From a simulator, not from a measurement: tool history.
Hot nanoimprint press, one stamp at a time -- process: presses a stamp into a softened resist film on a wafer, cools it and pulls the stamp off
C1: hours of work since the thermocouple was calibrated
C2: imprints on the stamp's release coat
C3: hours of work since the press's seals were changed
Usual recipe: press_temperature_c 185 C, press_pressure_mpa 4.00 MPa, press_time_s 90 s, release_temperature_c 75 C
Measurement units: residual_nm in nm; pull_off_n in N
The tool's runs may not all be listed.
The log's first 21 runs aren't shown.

Run 22, hour 425.6: usual settings but press_temperature_c 181 C, press_pressure_mpa 3.42 MPa, press_time_s 64 s, release_temperature_c 76 C; C1 172; C2 843; C3 467. Result: residual_nm 359.6 nm, pull_off_n 211 N.
Run 23, hour 446.6: usual settings but press_time_s 78 s, release_temperature_c 66 C; C1 187; C2 952; C3 482. Result: residual_nm 269.3 nm, pull_off_n 246 N.
Run 24, hour 470.2: usual settings but press_pressure_mpa 5.36 MPa; C1 205; C2 1074; C3 500. Result: residual_nm 223.2 nm, pull_off_n 234 N.
At hour 479.6: stamp cleaned and given a new release coat.
Run 25, hour 492.5: usual settings but press_pressure_mpa 5.36 MPa; C1 217; C2 67; C3 512. Result: residual_nm 222.2 nm, pull_off_n 186 N.
Run 26, hour 515.4: usual settings but press_pressure_mpa 5.36 MPa; C1 234; C2 186; C3 528. Result: residual_nm 221.7 nm, pull_off_n 189 N.
Run 27, hour 533.9: usual settings but press_pressure_mpa 6.18 MPa; C1 247; C2 281; C3 542. Result: residual_nm 204.1 nm, pull_off_n 189 N.
Run 28, hour 556.4: usual settings but press_pressure_mpa 6.18 MPa; C1 264; C2 397; C3 559. Result: residual_nm 206.3 nm, pull_off_n 206 N.
Run 29, hour 574.4: usual settings but press_pressure_mpa 6.18 MPa; C1 277; C2 490; C3 572. Result: residual_nm 208.5 nm, pull_off_n 204 N.
Run 30, hour 589.4: usual settings but press_temperature_c 186 C, press_pressure_mpa 2.58 MPa, press_time_s 168 s, release_temperature_c 83 C; C1 288; C2 568; C3 583. Result: residual_nm 266.4 nm, pull_off_n 189 N.

Consider 3 possible next runs. They are alternatives, not a sequence: every one starts from the tool as it was left by run 30. What does each give?
Run A, hour 608.2: usual settings but press_temperature_c 186 C, press_pressure_mpa 2.58 MPa, press_time_s 168 s, release_temperature_c 73 C; C1 302; C2 665; C3 597. Result: residual_nm ?, pull_off_n ?.
Run B, hour 608.2: usual settings but press_temperature_c 192 C, press_time_s 46 s; C1 302; C2 665; C3 597. Result: residual_nm ?, pull_off_n ?.
Run C, hour 608.2: usual settings but press_temperature_c 186 C, press_pressure_mpa 2.58 MPa, press_time_s 168 s, release_temperature_c 77 C; C1 302; C2 665; C3 597. Result: residual_nm ?, pull_off_n ?.

run  residual_nm  pull_off_n
  A        265.6         222
  B        269.2         217
  C        266.7         216
Had the tool no hidden state, the same runs would have come out as:
run  residual_nm  pull_off_n
  A        253.1         183
  B        255.6         179
  C        254.3         178
